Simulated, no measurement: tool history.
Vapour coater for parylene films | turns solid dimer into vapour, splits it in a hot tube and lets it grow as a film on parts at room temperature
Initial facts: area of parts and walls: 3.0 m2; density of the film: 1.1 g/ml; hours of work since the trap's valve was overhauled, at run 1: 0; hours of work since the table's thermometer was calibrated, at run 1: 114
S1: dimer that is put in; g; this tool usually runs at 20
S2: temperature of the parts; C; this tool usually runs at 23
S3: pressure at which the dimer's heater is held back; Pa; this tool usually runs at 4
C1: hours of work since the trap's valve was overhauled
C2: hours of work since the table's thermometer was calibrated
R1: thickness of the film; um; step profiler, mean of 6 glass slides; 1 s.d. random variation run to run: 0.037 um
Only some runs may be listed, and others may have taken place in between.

run,hour,S1,S2,S3,C1,C2,R1
1,0,20,23,4,0,114,4.08
2,59.4,20,23,4,30,144,4.05
3,97.3,20,15,4,48,163,4.94
4,156.4,20,15,4,78,192,4.93
5,226.6,20,23,4,113,227,3.93
6,275.9,20,23,4,137,252,3.98
7,324,20,23,4,161,276,3.87
8,394.2,20,23,10.21,196,311,3.4
9,447,20,23,10.21,222,337,3.4
# hour 468.2: trap's valve overhauled
10,487.6,34,23,10.21,10,355,6.13
11,538,34,23,10.21,35,380,6
12,573.8,20,23,8.54,53,398,3.63
13,639.3,20,23,8.54,85,430,3.59
14,686.7,20,23,8.54,109,454,3.56
15,735.1,20,23,8.54,133,478,3.51
16,799.1,20,23,8.54,165,510,3.48
17,846.3,20,23,6.07,188,533,3.6
18,913,20,23,6.07,221,567,3.61
# hour 933.6: trap's valve overhauled
19,975.8,20,31,4,21,596,3.24
20,1006.9,20,31,4,36,611,3.2
21,1052.6,20,31,4,59,634,3.13
22,1094.1,20,31,4,80,655,3.17
23,1133.1,10,31,4,99,674,1.56
24,1196.5,20,16,2.66,131,706,4.86
25,1240.2,20,21,11.47,153,728,3.56
26,1273.1,18,21,6.07,169,744,3.38
27,1320,31,27,5.9,192,767,5.04
28,1352,27,27,5.9,208,783,4.31
# hour 1400.8: trap's valve overhauled
29,1422.2,12,19,2.7,11,816,2.72
30,1491.8,30,31,10.05,45,851,4.33
31,1540.3,30,31,10.05,69,875,4.27
32,1604.8,9,31,10.05,102,907,1.26
33,1654.2,9,31,10.05,126,932,1.26
34,1720.2,9,31,10.05,159,964,1.25
35,1765.5,25,30,3.59,181,987,3.83
36,1805.2,20,23,4.09,201,1007,3.76
# hour 1868.8: trap's valve overhauled
37,1870.6,20,23,4.09,1,1037,3.93
38,1926.1,35,30,11.48,29,1065,5.11
# hour 1993: table's thermometer calibrated
39,1993.9,20,23,3.63,62,0,4.03
40,2033.7,20,23,3.63,82,20,4.08
41,2066.7,13,31,3.63,98,37,2.08
42,2134.7,20,22,11.94,132,71,3.55
43,2197.4,20,22,11.94,163,102,3.54
44,2255.2,20,22,11.94,192,130,3.47
45,2310.8,20,24,4.09,219,158,3.63
# hour 2340: trap's valve overhauled
46,2357.6,20,23,2.59,9,179,4.3

Alternative continuations, all from the tool just after run 46; predict every row:
A,2411.3,20,32,4.69,35,206,?
B,2411.3,20,15,4,35,206,?
C,2411.3,17,23,6.3,35,206,?
D,2411.3,8,16,2.59,35,206,?
E,2411.3,22,23,2.59,35,206,?

run,R1
A,3.11
B,5
C,3.24
D,2.02
E,4.63
What these runs would have given with no unlogged condition in the tool:
run,R1
A,3.16
B,5.08
C,3.29
D,2.05
E,4.7
